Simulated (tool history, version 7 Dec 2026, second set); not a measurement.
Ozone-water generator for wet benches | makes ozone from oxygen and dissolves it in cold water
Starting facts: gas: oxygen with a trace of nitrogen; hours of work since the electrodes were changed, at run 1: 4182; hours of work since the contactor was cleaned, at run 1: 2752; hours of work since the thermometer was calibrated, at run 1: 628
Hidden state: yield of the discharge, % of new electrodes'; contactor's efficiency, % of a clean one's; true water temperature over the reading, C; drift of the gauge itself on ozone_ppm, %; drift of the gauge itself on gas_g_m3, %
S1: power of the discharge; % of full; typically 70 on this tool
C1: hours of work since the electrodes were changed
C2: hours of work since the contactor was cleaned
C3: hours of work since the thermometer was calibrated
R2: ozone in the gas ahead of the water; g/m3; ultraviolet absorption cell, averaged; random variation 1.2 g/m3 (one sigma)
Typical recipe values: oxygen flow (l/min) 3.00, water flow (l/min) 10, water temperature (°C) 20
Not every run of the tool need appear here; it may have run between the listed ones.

run 1 day=0.000 | S1=70 oxygen_flow_(l/min)=3.00 water_flow_(l/min)=10 water_temperature_(°C)=20 | C1=4182 C2=2752 C3=628 | dissolved_ozone_(ppm)=28.0 R2=217.6
run 2 day=4.562 | S1=70 oxygen_flow_(l/min)=2.53 water_flow_(l/min)=10 water_temperature_(°C)=20 | C1=4290 C2=2860 C3=737 | dissolved_ozone_(ppm)=26.9 R2=229.8
run 3 day=12.296 | S1=70 oxygen_flow_(l/min)=2.53 water_flow_(l/min)=10 water_temperature_(°C)=20 | C1=4475 C2=3045 C3=921 | dissolved_ozone_(ppm)=27.0 R2=228.7
run 4 day=16.975 | S1=70 oxygen_flow_(l/min)=2.53 water_flow_(l/min)=10 water_temperature_(°C)=19 | C1=4586 C2=3156 C3=1032 | dissolved_ozone_(ppm)=27.7 R2=229.2
run 5 day=22.371 | S1=70 oxygen_flow_(l/min)=3.00 water_flow_(l/min)=10 water_temperature_(°C)=20 | C1=4715 C2=3285 C3=1161 | dissolved_ozone_(ppm)=27.8 R2=218.6
run 6 day=26.008 | S1=70 oxygen_flow_(l/min)=3.00 water_flow_(l/min)=10 water_temperature_(°C)=20 | C1=4801 C2=3371 C3=1248 | dissolved_ozone_(ppm)=27.8 R2=220.2
run 7 day=33.550 | S1=70 oxygen_flow_(l/min)=3.00 water_flow_(l/min)=10 water_temperature_(°C)=20 | C1=4981 C2=3551 C3=1427 | dissolved_ozone_(ppm)=28.1 R2=218.7
run 8 day=36.942 | S1=70 oxygen_flow_(l/min)=3.00 water_flow_(l/min)=10 water_temperature_(°C)=20 | C1=5062 C2=3632 C3=1508 | dissolved_ozone_(ppm)=28.1 R2=215.8
run 9 day=44.554 | S1=70 oxygen_flow_(l/min)=1.61 water_flow_(l/min)=10 water_temperature_(°C)=20 | C1=5243 C2=3813 C3=1689 | dissolved_ozone_(ppm)=24.2 R2=269.1
run 10 day=50.725 | S1=70 oxygen_flow_(l/min)=3.00 water_flow_(l/min)=10 water_temperature_(°C)=20 | C1=5390 C2=3960 C3=1837 | dissolved_ozone_(ppm)=27.7 R2=217.1
run 11 day=54.429 | S1=70 oxygen_flow_(l/min)=3.00 water_flow_(l/min)=10 water_temperature_(°C)=20 | C1=5478 C2=4049 C3=1925 | dissolved_ozone_(ppm)=28.1 R2=220.1
run 12 day=58.283 | S1=70 oxygen_flow_(l/min)=3.00 water_flow_(l/min)=14 water_temperature_(°C)=20 | C1=5570 C2=4140 C3=2017 | dissolved_ozone_(ppm)=21.2 R2=218.5
run 13 day=65.558 | S1=70 oxygen_flow_(l/min)=3.00 water_flow_(l/min)=14 water_temperature_(°C)=20 | C1=5744 C2=4314 C3=2190 | dissolved_ozone_(ppm)=21.6 R2=218.9
run 14 day=72.283 | S1=70 oxygen_flow_(l/min)=3.25 water_flow_(l/min)=10 water_temperature_(°C)=22 | C1=5904 C2=4474 C3=2350 | dissolved_ozone_(ppm)=27.2 R2=213.6

What will run 15 give?
-- day=76.379 contactor cleaned
run 15 day=80.112 | S1=70 oxygen_flow_(l/min)=3.25 water_flow_(l/min)=10 water_temperature_(°C)=22 | C1=6086 C2=89 C3=2533 | dissolved_ozone_(ppm)=? R2=?

dissolved ozone (ppm): 27.4
R2: 213.8 g/m3
With no hidden state in the tool, this same run would have given dissolved ozone (ppm) 27.5, R2 211.9 g/m3.
